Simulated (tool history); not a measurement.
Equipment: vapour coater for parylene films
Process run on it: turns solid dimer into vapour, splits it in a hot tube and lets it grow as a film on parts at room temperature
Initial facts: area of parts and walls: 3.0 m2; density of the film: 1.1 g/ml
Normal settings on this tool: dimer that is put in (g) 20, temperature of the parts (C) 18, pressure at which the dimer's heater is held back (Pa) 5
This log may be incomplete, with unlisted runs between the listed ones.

run,hour,dimer that is put in (g),temperature of the parts (C),pressure at which the dimer's heater is held back (Pa),thickness of the film (nm)
1,0,20,18,5,4730
2,19,20,18,5,4700
3,52.5,20,18,5,4750
4,87.9,17,18,5,3960
5,118.1,10,18,5,2390
6,138.7,10,18,5,2350
7,173.4,20,18,5,4690
8,190.3,20,18,5,4750
9,227.6,20,18,5,4700
10,253.8,20,18,5,4690
11,289.8,20,11,5,5950
12,322.9,20,11,5,5880
13,359.5,20,11,5,6000
14,386.1,8,18,5,1870
15,409.7,20,18,3.91,4900
16,435.9,20,18,5,4720
17,452.7,20,27,5,3170
18,470.8,20,27,5,3230
19,498,20,18,5,4780
20,513.7,20,18,5,4660
21,549.7,20,18,5,4680
22,572.5,34,18,5,7950
23,605.6,34,18,5,7950
24,643.3,20,18,4.18,4800
25,671.3,20,18,4.18,4800
26,701.6,9,18,4.07,2210
27,727.5,17,27,5,2640
28,749.3,30,22,2.55,6520
29,777.1,16,22,2.55,3520
30,812.6,16,22,2.55,3480
31,834.2,16,10,6.83,4710
32,854.5,18,10,2.43,5240
33,890.4,18,10,2.43,5260
34,919.4,16,12,3.84,4730
# hour 929.2: trap's valve overhauled
35,942.9,9,13,8.14,2450
36,968.6,9,13,8.14,2390
37,984.6,10,14,7,2650
38,1014.6,10,14,7,2660
39,1039.8,10,14,2.59,2940
40,1058.8,10,14,2.59,2920
41,1095.9,10,14,2.59,2940
42,1126.3,35,26,3.54,6080
43,1163,35,26,3.54,6150
44,1181.9,9,27,2.07,1640
45,1201.1,9,27,2.07,1640
46,1224.8,9,27,2.07,1650
47,1258.7,27,16,3.8,7220
48,1280.7,13,16,5.26,3300

Predict each of these 3 candidate next runs independently; none follows another, all start after run 48:
A,1299,17,22,2.38,?
B,1299,13,22,6.57,?
C,1299,22,16,5,?

run,thickness of the film (nm)
A,3730
B,2450
C,5640
Without the tool's hidden state the same runs would have given:
run,thickness of the film (nm)
A,3740
B,2460
C,5650
